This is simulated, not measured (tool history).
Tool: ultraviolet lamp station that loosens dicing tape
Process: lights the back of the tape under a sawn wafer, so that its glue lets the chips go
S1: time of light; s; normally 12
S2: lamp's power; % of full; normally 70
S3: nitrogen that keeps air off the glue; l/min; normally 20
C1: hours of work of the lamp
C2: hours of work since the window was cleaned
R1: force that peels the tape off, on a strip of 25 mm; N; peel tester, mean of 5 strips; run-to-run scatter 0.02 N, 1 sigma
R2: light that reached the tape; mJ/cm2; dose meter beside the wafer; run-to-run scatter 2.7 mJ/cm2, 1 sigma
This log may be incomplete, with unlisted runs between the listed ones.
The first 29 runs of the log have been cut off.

Run 30, day 34.304: usual settings but S1 23 s, S2 94 % of full, S3 39 l/min; C1 541; C2 274. Result: R1 0.210 N, R2 830 mJ/cm2.
Run 31, day 35.933: usual settings but S1 23 s, S2 65 % of full, S3 39 l/min; C1 558; C2 292. Result: R1 0.294 N, R2 573 mJ/cm2.
Run 32, day 36.917: usual settings but S1 23 s, S2 65 % of full, S3 39 l/min; C1 569; C2 302. Result: R1 0.311 N, R2 573 mJ/cm2.
Run 33, day 38.550: usual settings but S1 23 s, S2 65 % of full, S3 39 l/min; C1 587; C2 320. Result: R1 0.311 N, R2 575 mJ/cm2.
Run 34, day 40.321: usual settings but S2 68 % of full, S3 28 l/min; C1 606; C2 339. Result: R1 1.159 N, R2 310 mJ/cm2.
Run 35, day 41.162: usual settings but S2 82 % of full; C1 615; C2 348. Result: R1 0.979 N, R2 371 mJ/cm2.
Run 36, day 42.496: usual settings but S1 11 s, S2 65 % of full, S3 38 l/min; C1 629; C2 362. Result: R1 1.182 N, R2 273 mJ/cm2.
Run 37, day 44.275: usual settings but S1 18 s, S2 76 % of full, S3 8 l/min; C1 649; C2 382. Result: R1 1.043 N, R2 513 mJ/cm2.
Run 38, day 46.038: usual settings but S1 20 s, S3 21 l/min; C1 668; C2 401. Result: R1 0.502 N, R2 524 mJ/cm2.
Run 39, day 47.750: usual settings but S2 62 % of full; C1 686; C2 419. Result: R1 1.571 N, R2 279 mJ/cm2.
Run 40, day 49.325: usual settings but S2 62 % of full; C1 703; C2 436. Result: R1 1.637 N, R2 270 mJ/cm2.
Run 41, day 50.158: usual settings but S2 62 % of full; C1 712; C2 445. Result: R1 1.626 N, R2 275 mJ/cm2.
At day 51.042: window cleaned of glue's vapour.
Run 42, day 51.042: usual settings but S2 62 % of full; C1 721; C2 0. Result: R1 1.423 N, R2 294 mJ/cm2.
Run 43, day 52.850: usual settings but S2 100 % of full; C1 741; C2 20. Result: R1 0.615 N, R2 476 mJ/cm2.

What if the next run were any one of these 4? Each begins from the tool's condition after run 43:
Run A, day 53.792: usual settings but S2 85 % of full, S3 10 l/min; C1 751; C2 30. Result: R1 ?, R2 ?.
Run B, day 53.792: usual settings but S2 68 % of full; C1 751; C2 30. Result: R1 ?, R2 ?.
Run C, day 53.792: usual settings but S1 11 s, S2 100 % of full, S3 21 l/min; C1 751; C2 30. Result: R1 ?, R2 ?.
Run D, day 53.792: usual settings but S1 19 s; C1 751; C2 30. Result: R1 ?, R2 ?.

run     R1   R2
  A  1.299  405
  B  1.257  323
  C  0.718  434
  D  0.523  527
With the hidden condition removed and each run's random variation left untouched, the same runs would have given:
run     R1   R2
  A  1.078  455
  B  1.037  364
  C  0.574  488
  D  0.419  592
